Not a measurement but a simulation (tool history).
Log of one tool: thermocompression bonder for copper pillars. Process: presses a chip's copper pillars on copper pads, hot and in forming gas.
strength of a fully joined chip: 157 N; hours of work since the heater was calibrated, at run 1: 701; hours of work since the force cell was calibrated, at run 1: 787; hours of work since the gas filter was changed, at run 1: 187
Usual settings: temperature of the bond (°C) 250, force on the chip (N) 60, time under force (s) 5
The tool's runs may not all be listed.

| run | hour | temperature of the bond (°C) | force on the chip (N) | time under force (s) | hours of work since the heater was calibrated | hours of work since the force cell was calibrated | hours of work since the gas filter was changed | force that shears a chip off (N) |
|---|---|---|---|---|---|---|---|---|
| 1 | 0 | 250 | 60 | 5 | 701 | 787 | 187 | 44.9 |
| 2 | 24 | 250 | 60 | 5 | 716 | 803 | 203 | 43.2 |
| 3 | 48.9 | 250 | 60 | 5 | 732 | 819 | 219 | 43.3 |
| 4 | 86 | 250 | 60 | 3 | 756 | 842 | 243 | 35.1 |
|  | 110 | heater calibrated with a thermocouple chip |
| 5 | 122.4 | 250 | 60 | 3 | 8 | 865 | 265 | 42.3 |
| 6 | 159.2 | 250 | 60 | 3 | 32 | 888 | 289 | 41.2 |
| 7 | 175.3 | 250 | 60 | 3 | 42 | 899 | 299 | 41.4 |
| 8 | 213.1 | 250 | 60 | 3 | 66 | 923 | 323 | 39.7 |
| 9 | 248.9 | 250 | 60 | 3 | 89 | 946 | 346 | 39.5 |
| 10 | 272.9 | 250 | 60 | 5 | 105 | 961 | 362 | 49.9 |
| 11 | 292.5 | 221 | 69 | 5 | 117 | 974 | 374 | 34.1 |
| 12 | 316 | 248 | 69 | 7 | 133 | 989 | 389 | 59.1 |
|  | 332.9 | forming gas filter changed |
| 13 | 344.7 | 246 | 77 | 14 | 151 | 1007 | 8 | 83.8 |
| 14 | 372.2 | 233 | 49 | 5 | 168 | 1025 | 25 | 34.5 |
| 15 | 408.4 | 270 | 44 | 5 | 192 | 1048 | 49 | 57.2 |
| 16 | 434 | 270 | 44 | 10 | 208 | 1065 | 65 | 71.7 |
| 17 | 459.1 | 277 | 79 | 4 | 224 | 1081 | 81 | 78.6 |
| 18 | 489.2 | 232 | 79 | 4 | 244 | 1100 | 101 | 40.7 |
| 19 | 515.6 | 232 | 79 | 4 | 261 | 1117 | 118 | 39.6 |
| 20 | 546.1 | 232 | 79 | 4 | 280 | 1137 | 137 | 40.1 |

Hidden state or all else? Some run-to-run changes of force that shears a chip off (N), split into what the settings, what came in and random variation would give without the hidden state, and what is left for the hidden state (with any gauge scatter that isn't in both results):
The hidden state here: true temperature of the bond over the reading, C; force that reaches the chip, % of what is set; oxide that the forming gas leaves, % of the face; drift of the gauge itself on shear_n, %.
Run 4 -> 5: heater calibrated with a thermocouple chip. force that shears a chip off (N) +7.2: hidden state +6.6, all else +0.6.
Run 12 -> 13: temperature of the bond (°C) 248 -> 246, force on the chip (N) 69 -> 77, time under force (s) 7 -> 14, forming gas filter changed. force that shears a chip off (N) +24.7: hidden state +3.9, all else +20.8.
Run 13 -> 14: temperature of the bond (°C) 246 -> 233, force on the chip (N) 77 -> 49, time under force (s) 14 -> 5. force that shears a chip off (N) -49.3: hidden state +1.8, all else -51.1.
Run 17 -> 18: temperature of the bond (°C) 277 -> 232. force that shears a chip off (N) -37.9: hidden state +1.6, all else -39.5.
